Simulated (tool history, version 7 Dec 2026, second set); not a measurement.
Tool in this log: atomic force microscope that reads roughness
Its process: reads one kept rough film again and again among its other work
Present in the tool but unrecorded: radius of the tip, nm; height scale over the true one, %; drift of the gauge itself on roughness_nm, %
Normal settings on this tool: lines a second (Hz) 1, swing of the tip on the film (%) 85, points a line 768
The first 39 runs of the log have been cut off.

run    hour  lines a second (Hz)  swing of the tip on the film (%)  points a line  pictures with this tip  hours of work since the height scale was calibrated  roughness of the kept film (nm (root mean square))
     1008.7  -- new tip fitted
 40  1028.4                    1                                90            434                      24                                                 1629                                               2.683
 41  1060.3                 1.29                                85            951                      63                                                 1651                                               2.587
 42  1091.6                 0.66                                57            951                     101                                                 1672                                               2.851
 43  1112.4                 2.93                                81            768                     126                                                 1686                                               2.172
 44  1150.1                 2.93                                81            768                     172                                                 1712                                               2.102
     1154.6  -- new tip fitted
 45  1172.2                 2.93                                81            768                      21                                                 1727                                               2.418
 46  1204.3                 2.93                                81            412                      60                                                 1749                                                2.31
 47  1221.4                 3.61                                87            768                      81                                                 1760                                               1.993
 48    1254                 3.61                                87            768                     121                                                 1782                                               1.913
 49  1272.1                 3.61                                87            768                     143                                                 1795                                               1.871
 50  1289.9                    1                                85            275                     164                                                 1807                                               2.427
       1302  -- new tip fitted
 51  1326.3                 1.44                                73            768                      30                                                 1831                                               2.833

What if the next run were any one of these 3? Each begins from the tool's condition after run 51:
  A  1363.7                 1.21                                79            407                      75                                                 1857                                                   ?
  B  1363.7                 1.47                                65            768                      75                                                 1857                                                   ?
  C  1363.7                 2.12                                60            768                      75                                                 1857                                                   ?

run  roughness of the kept film (nm (root mean square))
  A                                               2.653
  B                                               2.791
  C                                               2.782
Without the tool's unlogged condition, the same runs would have read:
run  roughness of the kept film (nm (root mean square))
  A                                               2.901
  B                                               3.052
  C                                               3.041

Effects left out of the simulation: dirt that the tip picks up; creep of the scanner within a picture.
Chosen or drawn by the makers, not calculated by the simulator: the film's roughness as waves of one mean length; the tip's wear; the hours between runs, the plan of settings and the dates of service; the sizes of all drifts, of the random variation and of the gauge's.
